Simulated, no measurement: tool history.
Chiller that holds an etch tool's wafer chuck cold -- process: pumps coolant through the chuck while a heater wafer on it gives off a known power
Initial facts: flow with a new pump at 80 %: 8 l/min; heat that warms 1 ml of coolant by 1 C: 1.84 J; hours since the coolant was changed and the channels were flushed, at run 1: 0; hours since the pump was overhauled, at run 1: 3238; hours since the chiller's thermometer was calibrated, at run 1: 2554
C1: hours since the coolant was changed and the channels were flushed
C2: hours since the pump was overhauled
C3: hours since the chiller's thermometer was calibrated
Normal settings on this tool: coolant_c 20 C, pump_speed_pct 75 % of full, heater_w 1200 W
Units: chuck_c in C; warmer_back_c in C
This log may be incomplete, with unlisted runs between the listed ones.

Run 1, day 0.000: usual settings; C1 0; C2 3238; C3 2554. Result: chuck_c 28.95 C, warmer_back_c 5.26 C.
Run 2, day 4.000: usual settings; C1 96; C2 3334; C3 2650. Result: chuck_c 28.93 C, warmer_back_c 5.22 C.
Run 3, day 7.862: usual settings but pump_speed_pct 61 % of full; C1 189; C2 3427; C3 2743. Result: chuck_c 30.96 C, warmer_back_c 6.57 C.
Run 4, day 10.308: usual settings but heater_w 666 W; C1 247; C2 3485; C3 2801. Result: chuck_c 24.90 C, warmer_back_c 2.83 C.
Run 5, day 15.642: usual settings but heater_w 666 W; C1 375; C2 3613; C3 2929. Result: chuck_c 24.96 C, warmer_back_c 2.87 C.
Run 6, day 19.183: usual settings but heater_w 666 W; C1 460; C2 3698; C3 3014. Result: chuck_c 24.96 C, warmer_back_c 2.80 C.
Run 7, day 22.367: usual settings but heater_w 666 W; C1 537; C2 3775; C3 3091. Result: chuck_c 25.02 C, warmer_back_c 2.83 C.
Run 8, day 28.146: usual settings but heater_w 780 W; C1 675; C2 3913; C3 3229. Result: chuck_c 25.80 C, warmer_back_c 3.27 C.
Run 9, day 30.812: usual settings but pump_speed_pct 90 % of full, heater_w 1660 W; C1 740; C2 3977; C3 3293. Result: chuck_c 30.41 C, warmer_back_c 5.85 C.
Run 10, day 34.321: usual settings but pump_speed_pct 90 % of full, heater_w 1660 W; C1 824; C2 4062; C3 3378. Result: chuck_c 30.36 C, warmer_back_c 5.79 C.
Run 11, day 36.783: usual settings but coolant_c 17 C, pump_speed_pct 73 % of full, heater_w 711 W; C1 883; C2 4121; C3 3437. Result: chuck_c 22.42 C, warmer_back_c 3.07 C.
Run 12, day 42.329: usual settings but pump_speed_pct 64 % of full; C1 1016; C2 4254; C3 3570. Result: chuck_c 30.53 C, warmer_back_c 6.01 C.
Run 13, day 46.862: usual settings but pump_speed_pct 74 % of full, heater_w 771 W; C1 1125; C2 4363; C3 3679. Result: chuck_c 25.91 C, warmer_back_c 3.14 C.
Run 14, day 51.696: usual settings but pump_speed_pct 74 % of full, heater_w 771 W; C1 1241; C2 4479; C3 3795. Result: chuck_c 25.83 C, warmer_back_c 3.17 C.
At day 57.000: gauge calibrated.
Run 15, day 57.488: usual settings but pump_speed_pct 74 % of full, heater_w 771 W; C1 1380; C2 4618; C3 3934. Result: chuck_c 25.83 C, warmer_back_c 3.42 C.
Run 16, day 60.371: usual settings but pump_speed_pct 74 % of full, heater_w 888 W; C1 1449; C2 4687; C3 4003. Result: chuck_c 26.70 C, warmer_back_c 3.93 C.

Alternative continuations, all from the tool just after run 16; predict every row:
Run A, day 65.908: usual settings but pump_speed_pct 74 % of full, heater_w 888 W; C1 1582; C2 4820; C3 4136. Result: chuck_c ?, warmer_back_c ?.
Run B, day 65.908: usual settings but pump_speed_pct 85 % of full, heater_w 1331 W; C1 1582; C2 4820; C3 4136. Result: chuck_c ?, warmer_back_c ?.
Run C, day 65.908: usual settings but coolant_c 19 C; C1 1582; C2 4820; C3 4136. Result: chuck_c ?, warmer_back_c ?.

run  chuck_c  warmer_back_c
  A    26.68           3.87
  B    28.83           5.05
  C    27.98           5.25
Stripped of hidden state, with their random variation kept, the same runs would have yielded:
run  chuck_c  warmer_back_c
  A    26.68           3.90
  B    28.83           5.09
  C    27.98           5.29
